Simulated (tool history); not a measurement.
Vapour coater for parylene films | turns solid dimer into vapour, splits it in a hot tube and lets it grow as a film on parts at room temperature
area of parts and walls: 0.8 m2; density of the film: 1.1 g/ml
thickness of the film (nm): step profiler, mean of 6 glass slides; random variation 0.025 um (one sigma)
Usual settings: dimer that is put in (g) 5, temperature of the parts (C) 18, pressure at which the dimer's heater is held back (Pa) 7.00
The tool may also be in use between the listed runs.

run   hour  dimer that is put in (g)  temperature of the parts (C)  pressure at which the dimer's heater is held back (Pa)  thickness of the film (nm)
  1    0.0                         5                            18                                                    7.00                        4220
  2   12.8                         5                            18                                                    7.00                        4260
  3   26.3                         5                            18                                                    7.00                        4290
  4   34.1                         5                            18                                                    7.00                        4240
  5   45.5                         5                            18                                                    7.00                        4190
  6   63.1                         5                            18                                                    7.00                        4260
  7   73.7                         5                            18                                                   11.14                        4040
  8   81.3                         5                            18                                                   11.14                        4030
  9   89.1                         5                            18                                                   11.14                        4020
 10   96.8                         5                            18                                                   11.14                        4020
 11  108.0                         5                            18                                                   11.14                        4090
 12  116.7                         5                            18                                                    7.00                        4270
 13  132.3                         5                            18                                                    7.00                        4290
 14  142.0                         5                            18                                                    7.00                        4250
 15  151.9                         5                            18                                                    2.33                        4750
 16  169.5                         5                            11                                                    7.00                        5590
 17  180.2                         5                            18                                                    7.00                        4280
 18  189.7                         5                            18                                                    7.00                        4240
     206.6  -- trap's valve overhauled
 19  209.4                         5                            18                                                    7.00                        4290
 20  226.6                         5                            18                                                    7.00                        4300
 21  236.3                         5                            18                                                    7.00                        4300
 22  245.3                         5                            18                                                    7.00                        4330
 23  259.9                         7                            16                                                   11.69                        6190
 24  276.5                         8                            24                                                    4.84                        5430
 25  292.0                         8                            24                                                    4.84                        5450
 26  307.9                         8                            24                                                    4.84                        5510
 27  322.9                         7                            26                                                    2.83                        4620
 28  334.3                         6                            18                                                    2.64                        5750
 29  347.3                         7                            29                                                    7.65                        3650
 30  360.5                         7                            29                                                    7.65                        3630
 31  371.9                         6                            19                                                    3.36                        5290
 32  379.3                         7                            27                                                    4.00                        4240
 33  391.1                         6                            24                                                    2.70                        4350
 34  398.8                         5                            22                                                   11.53                        3400
 35  415.7                         4                            16                                                    7.00                        3790
 36  428.8                         5                            16                                                    7.00                        4720
 37  437.0                         5                            16                                                    7.00                        4700
     454.0  -- gauge calibrated
 38  454.0                         5                            28                                                    3.92                        2830
 39  465.4                         7                            16                                                    9.48                        6220
 40  477.7                         7                            16                                                    9.48                        6240
 41  493.4                         5                            11                                                    7.00                        5580
 42  510.9                         5                            11                                                    7.00                        5610
 43  522.7                         5                            18                                                    3.17                        4610

The same runs without the tool's hidden state, with the same run-to-run variation:
The hidden state here: vapour lost through the trap's worn valve, %; true temperature of the parts over the reading, C; drift of the gauge itself on film_um, %.
run  thickness of the film (nm)
  1                        4230
  2                        4270
  3                        4290
  4                        4240
  5                        4190
  6                        4250
  7                        4030
  8                        4020
  9                        4000
 10                        4000
 11                        4070
 12                        4250
 13                        4260
 14                        4220
 15                        4710
 16                        5540
 17                        4240
 18                        4200
 19                        4240
 20                        4240
 21                        4240
 22                        4270
 23                        6090
 24                        5340
 25                        5350
 26                        5410
 27                        4530
 28                        5630
 29                        3580
 30                        3550
 31                        5170
 32                        4150
 33                        4250
 34                        3320
 35                        3690
 36                        4600
 37                        4570
 38                        2830
 39                        6230
 40                        6240
 41                        5570
 42                        5590
 43                        4600

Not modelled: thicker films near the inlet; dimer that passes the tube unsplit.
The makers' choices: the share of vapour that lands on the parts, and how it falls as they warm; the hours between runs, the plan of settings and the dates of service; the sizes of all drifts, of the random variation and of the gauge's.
